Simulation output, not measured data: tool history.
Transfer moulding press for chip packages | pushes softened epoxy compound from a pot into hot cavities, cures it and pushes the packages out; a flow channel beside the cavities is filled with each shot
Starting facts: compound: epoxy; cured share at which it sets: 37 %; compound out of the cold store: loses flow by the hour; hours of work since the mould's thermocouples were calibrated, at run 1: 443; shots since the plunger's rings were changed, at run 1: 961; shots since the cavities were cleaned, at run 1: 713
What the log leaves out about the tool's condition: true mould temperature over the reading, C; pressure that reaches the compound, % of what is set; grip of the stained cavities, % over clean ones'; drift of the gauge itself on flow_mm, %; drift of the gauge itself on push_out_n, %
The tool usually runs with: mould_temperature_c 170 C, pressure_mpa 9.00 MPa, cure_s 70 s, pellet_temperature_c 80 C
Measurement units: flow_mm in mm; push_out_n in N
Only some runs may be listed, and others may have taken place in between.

| run | hour | mould_temperature_c | pressure_mpa | cure_s | pellet_temperature_c | hours of work since the mould's thermocouples were calibrated | shots since the plunger's rings were changed | shots since the cavities were cleaned | incoming compound's hours out of the cold store | flow_mm | push_out_n |
|---|---|---|---|---|---|---|---|---|---|---|---|
| 1 | 0.0 | 170 | 9.00 | 70 | 80 | 443 | 961 | 713 | 38.1 | 532.6 | 632 |
| 2 | 11.7 | 170 | 9.00 | 84 | 80 | 450 | 1155 | 907 | 27.6 | 554.2 | 468 |
|  | 19.9 | cavities cleaned with cleaning compound and waxed |
| 3 | 38.6 | 170 | 9.00 | 84 | 80 | 466 | 1578 | 312 | 45.1 | 517.4 | 487 |
| 4 | 52.6 | 170 | 9.00 | 70 | 80 | 475 | 1809 | 543 | 23.4 | 562.2 | 673 |
| 5 | 64.4 | 170 | 9.72 | 70 | 80 | 483 | 2006 | 740 | 36.1 | 555.6 | 641 |
|  | 81.6 | cavities cleaned with cleaning compound and waxed |
| 6 | 85.0 | 171 | 9.00 | 70 | 80 | 495 | 2323 | 57 | 10.9 | 587.0 | 657 |
|  | 100.1 | plunger's sealing rings changed |
| 7 | 100.6 | 170 | 9.00 | 70 | 80 | 504 | 8 | 273 | 9.3 | 596.2 | 704 |
| 8 | 118.5 | 170 | 9.00 | 70 | 80 | 515 | 306 | 571 | 37.1 | 534.3 | 631 |
| 9 | 142.0 | 170 | 9.04 | 70 | 80 | 530 | 697 | 962 | 29.4 | 551.2 | 654 |
|  | 145.8 | cavities cleaned with cleaning compound and waxed |
| 10 | 155.4 | 170 | 9.04 | 70 | 80 | 538 | 894 | 160 | 47.6 | 513.3 | 630 |
| 11 | 181.5 | 170 | 9.00 | 70 | 80 | 554 | 1326 | 592 | 9.7 | 592.5 | 680 |
| 12 | 197.2 | 170 | 9.00 | 88 | 80 | 565 | 1588 | 854 | 43.4 | 521.1 | 424 |
|  | 207.2 | cavities cleaned with cleaning compound and waxed |
| 13 | 211.1 | 170 | 9.00 | 88 | 80 | 572 | 1792 | 63 | 29.4 | 549.6 | 464 |
| 14 | 231.4 | 170 | 9.00 | 88 | 80 | 586 | 2130 | 401 | 31.2 | 545.8 | 473 |
|  | 257.3 | plunger's sealing rings changed |
| 15 | 257.3 | 170 | 9.00 | 88 | 80 | 601 | 0 | 789 | 39.0 | 531.0 | 433 |
|  | 271.2 | cavities cleaned with cleaning compound and waxed |
| 16 | 274.5 | 170 | 9.00 | 88 | 80 | 611 | 260 | 53 | 13.6 | 584.2 | 471 |
|  | 282.4 | mould's thermocouples calibrated |
| 17 | 290.9 | 163 | 8.41 | 53 | 84 | 5 | 500 | 293 | 29.8 | 545.7 | 1907 |
| 18 | 311.6 | 163 | 8.41 | 53 | 84 | 19 | 843 | 636 | 38.8 | 526.8 | 1866 |
| 19 | 329.7 | 166 | 10.72 | 54 | 80 | 30 | 1144 | 937 | 34.8 | 598.3 | 1593 |
|  | 334.8 | cavities cleaned with cleaning compound and waxed |
| 20 | 350.3 | 170 | 7.90 | 70 | 72 | 43 | 1461 | 257 | 46.5 | 484.5 | 653 |
| 21 | 373.0 | 175 | 7.30 | 59 | 83 | 57 | 1838 | 634 | 11.7 | 518.1 | 784 |
|  | 396.9 | cavities cleaned with cleaning compound and waxed |
| 22 | 399.0 | 177 | 7.04 | 91 | 83 | 73 | 2244 | 34 | 16.7 | 497.1 | 423 |
|  | 418.0 | plunger's sealing rings changed |
| 23 | 425.6 | 177 | 7.04 | 91 | 83 | 88 | 126 | 435 | 9.7 | 511.1 | 433 |
| 24 | 442.2 | 171 | 9.63 | 105 | 87 | 99 | 400 | 709 | 42.4 | 539.2 | 439 |
| 25 | 455.6 | 170 | 9.00 | 107 | 83 | 108 | 623 | 932 | 41.3 | 525.2 | 417 |
|  | 462.7 | cavities cleaned with cleaning compound and waxed |
| 26 | 480.7 | 176 | 9.00 | 70 | 80 | 123 | 1015 | 299 | 40.4 | 515.1 | 473 |
| 27 | 497.4 | 176 | 9.00 | 70 | 80 | 133 | 1293 | 577 | 39.9 | 517.3 | 457 |

4 ways to go on from here, each from the tool as it stands after run 27. What would each give?
| A | 521.8 | 177 | 8.55 | 70 | 86 | 149 | 1697 | 981 | 39.2 | ? | ? |
| B | 521.8 | 176 | 8.33 | 70 | 80 | 149 | 1697 | 981 | 46.1 | ? | ? |
| C | 521.8 | 178 | 9.00 | 70 | 80 | 149 | 1697 | 981 | 25.6 | ? | ? |
| D | 521.8 | 176 | 9.00 | 58 | 80 | 149 | 1697 | 981 | 39.0 | ? | ? |

| run | flow_mm | push_out_n |
|---|---|---|
| A | 501.8 | 462 |
| B | 484.6 | 469 |
| C | 541.5 | 459 |
| D | 518.1 | 699 |
Had the tool no hidden state, the same runs would have come out as:
| run | flow_mm | push_out_n |
|---|---|---|
| A | 501.9 | 457 |
| B | 484.7 | 464 |
| C | 541.6 | 454 |
| D | 518.2 | 691 |
